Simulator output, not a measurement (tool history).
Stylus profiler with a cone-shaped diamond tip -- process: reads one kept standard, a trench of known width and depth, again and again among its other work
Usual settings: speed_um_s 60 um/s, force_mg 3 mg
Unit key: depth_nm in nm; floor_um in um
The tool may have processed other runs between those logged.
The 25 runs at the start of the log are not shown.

run    hour  speed_um_s  force_mg  depth_nm  floor_um
 26  1627.6          41      6.15    102.18      98.5
 27  1666.4          41       1.7     100.9     98.38
 28  1743.9          35      1.02    100.69     98.38
 29  1821.4         122      2.42    101.17     98.15
 30  1907.7         183      1.68    100.91     97.75
 31  1991.4         140      8.89    102.84      98.3
 32    2073          51      7.61    102.54      98.5
     2120.9  -- height scale calibrated on a step standard
 33  2120.9          44       8.5     102.7      98.5
 34  2183.8          67      1.95    101.01     98.28
 35  2245.1          67      1.95    101.03      98.3
 36  2327.2          67      1.95       101     98.29
 37  2383.5          60      3.82    101.58     98.43
 38  2419.4         157      1.16    100.74     97.72
 39  2473.1          30      1.62    100.85     98.46
 40  2557.2          30      1.62     100.9     98.45
 41  2622.5         110      3.94    101.61     98.24
 42  2676.1          45       1.9    101.01     98.38
 43  2723.3          27      3.84    101.58     98.54
 44  2759.9          18         3    101.41     98.57
 45  2830.2          33      5.28    102.04     98.49

Here are 5 independent what-if runs from the current tool condition. What would each one return?
  A  2918          70      4.01         ?         ?
  B  2918         133      4.11         ?         ?
  C  2918         188      2.36         ?         ?
  D  2918          22      7.37         ?         ?
  E  2918          23      1.72         ?         ?

run  depth_nm  floor_um
  A    101.67      98.4
  B    101.68     98.21
  C    101.14     97.85
  D    102.51     98.52
  E    100.92     98.47
What these runs would have given with no unlogged condition in the tool:
run  depth_nm  floor_um
  A    101.67     98.41
  B    101.68     98.21
  C    101.14     97.85
  D    102.51     98.53
  E    100.91     98.47
